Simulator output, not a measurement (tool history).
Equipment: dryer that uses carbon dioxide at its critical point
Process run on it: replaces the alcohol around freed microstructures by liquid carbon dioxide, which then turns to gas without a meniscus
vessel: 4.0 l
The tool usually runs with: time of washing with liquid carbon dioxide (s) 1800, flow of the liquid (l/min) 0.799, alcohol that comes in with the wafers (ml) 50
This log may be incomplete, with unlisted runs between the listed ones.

run	hour	time of washing with liquid carbon dioxide (s)	flow of the liquid (l/min)	alcohol that comes in with the wafers (ml)	alcohol left in the vessel before it's heated (ppm by volume)
1	0	1800	0.799	50	285
2	8.6	1800	0.643	50	567
3	17.9	1800	0.643	21	265
4	31	1800	0.643	21	267
5	38.1	1800	0.602	50	703
6	45.1	1800	0.602	50	682
7	57	1800	0.602	50	718
8	70.5	1800	0.602	50	699
9	81.7	1800	0.602	50	737
10	87.9	1800	0.799	28	190
11	95.7	1800	0.799	63	398
12	110.4	1800	0.799	50	316
13	118.2	1800	0.799	50	327
14	129.1	1800	0.799	50	322
15	137.5	2280	0.996	32	49
16	145.1	2820	0.502	60	377
17	152.9	2820	0.502	60	389
18	164.5	1500	0.858	31	317
19	172.3	1500	0.858	31	319
20	180.4	1500	0.858	31	319
21	192.7	1500	0.858	31	322
22	203.4	1200	0.608	114	4337
23	214	2700	0.827	104	124
24	222.6	1620	0.547	67	1715
25	230.4	1440	0.573	50	1482
26	245.1	2400	0.704	72	292
27	254.4	2100	1.267	68	66

What if the next run were any one of these 5? Each begins from the tool's condition after run 27:
A	267.4	1860	1.309	49	?
B	267.4	2580	1.267	68	?
C	267.4	2400	0.799	50	?
D	267.4	2100	0.545	68	?
E	267.4	2700	1.271	64	?

run	alcohol left in the vessel before it's heated (ppm by volume)
A	70
B	45
C	144
D	914
E	49
What these runs would have given with no unlogged condition in the tool:
run	alcohol left in the vessel before it's heated (ppm by volume)
A	15
B	4
C	53
D	531
E	11
